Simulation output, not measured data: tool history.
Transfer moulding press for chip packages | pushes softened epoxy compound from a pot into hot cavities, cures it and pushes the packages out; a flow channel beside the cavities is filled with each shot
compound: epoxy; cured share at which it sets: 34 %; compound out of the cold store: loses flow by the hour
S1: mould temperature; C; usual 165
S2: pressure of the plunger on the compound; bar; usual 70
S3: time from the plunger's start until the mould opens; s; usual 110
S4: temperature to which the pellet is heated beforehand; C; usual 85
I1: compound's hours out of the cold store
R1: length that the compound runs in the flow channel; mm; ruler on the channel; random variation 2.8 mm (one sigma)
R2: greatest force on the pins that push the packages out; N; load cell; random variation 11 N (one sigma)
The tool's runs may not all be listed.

Run 1, hour 0: usual settings; I1 30.3. Result: R1 658 mm, R2 934 N.
At hour 27.5: cavities cleaned with cleaning compound and waxed.
Run 2, hour 38.8: usual settings; I1 36.7. Result: R1 632 mm, R2 567 N.
Run 3, hour 75.9: usual settings but S1 166 C; I1 24.6. Result: R1 672 mm, R2 745 N.
Run 4, hour 107.8: usual settings but S1 166 C; I1 37.6. Result: R1 625 mm, R2 896 N.
Run 5, hour 125.6: usual settings but S1 166 C; I1 8.2. Result: R1 738 mm, R2 891 N.
Run 6, hour 146.4: usual settings but S1 166 C; I1 34.8. Result: R1 637 mm, R2 992 N.
At hour 160.2: cavities cleaned with cleaning compound and waxed.
Run 7, hour 164.2: usual settings; I1 8.2. Result: R1 747 mm, R2 528 N.
Run 8, hour 183.3: usual settings; I1 33.6. Result: R1 636 mm, R2 638 N.
Run 9, hour 205.8: usual settings; I1 43.5. Result: R1 605 mm, R2 776 N.
Run 10, hour 229.8: usual settings; I1 35.8. Result: R1 625 mm, R2 864 N.
Run 11, hour 247.1: usual settings but S2 66.7 bar, S3 125 s; I1 36.7. Result: R1 606 mm, R2 840 N.
Run 12, hour 272.3: usual settings but S2 66.7 bar, S3 125 s; I1 19.6. Result: R1 672 mm, R2 925 N.
At hour 293.8: cavities cleaned with cleaning compound and waxed.
Run 13, hour 303.2: usual settings but S4 80 C; I1 31.9. Result: R1 641 mm, R2 556 N.
At hour 307: mould's thermocouples calibrated.
Run 14, hour 329: usual settings but S1 163 C, S2 76 bar, S3 97 s, S4 77 C; I1 42.4. Result: R1 633 mm, R2 838 N.
Run 15, hour 360.4: usual settings but S1 158 C, S3 135 s; I1 12.3. Result: R1 740 mm, R2 857 N.
At hour 387.1: mould's thermocouples calibrated, once more.
Run 16, hour 387.1: usual settings but S1 158 C, S3 135 s; I1 10.1. Result: R1 749 mm, R2 970 N.
Run 17, hour 423.6: usual settings but S1 173 C, S2 52.4 bar, S3 104 s; I1 32.5. Result: R1 529 mm, R2 930 N.
At hour 431: cavities cleaned with cleaning compound and waxed.
Run 18, hour 441.6: usual settings but S1 173 C, S2 74.5 bar, S3 138 s; I1 37.9. Result: R1 615 mm, R2 517 N.

5 ways to go on from here, each from the tool as it stands after run 18. What would each give?
Run A, hour 460.4: usual settings but S1 173 C, S2 60.7 bar, S4 76 C; I1 39.9. Result: R1 ?, R2 ?.
Run B, hour 460.4: usual settings but S2 57 bar, S3 95 s; I1 32. Result: R1 ?, R2 ?.
Run C, hour 460.4: usual settings but S1 168 C, S2 74.5 bar, S3 138 s; I1 11.6. Result: R1 ?, R2 ?.
Run D, hour 460.4: usual settings but S1 158 C, S2 74.5 bar, S3 121 s, S4 81 C; I1 26.6. Result: R1 ?, R2 ?.
Run E, hour 460.4: usual settings but S1 161 C, S2 54.9 bar, S3 138 s; I1 22.5. Result: R1 ?, R2 ?.

run   R1   R2
  A  548  660
  B  574  805
  C  727  622
  D  699  861
  E  606  651
Without the tool's hidden state the same runs would have given:
run   R1   R2
  A  586  461
  B  614  562
  C  778  429
  D  748  606
  E  649  450
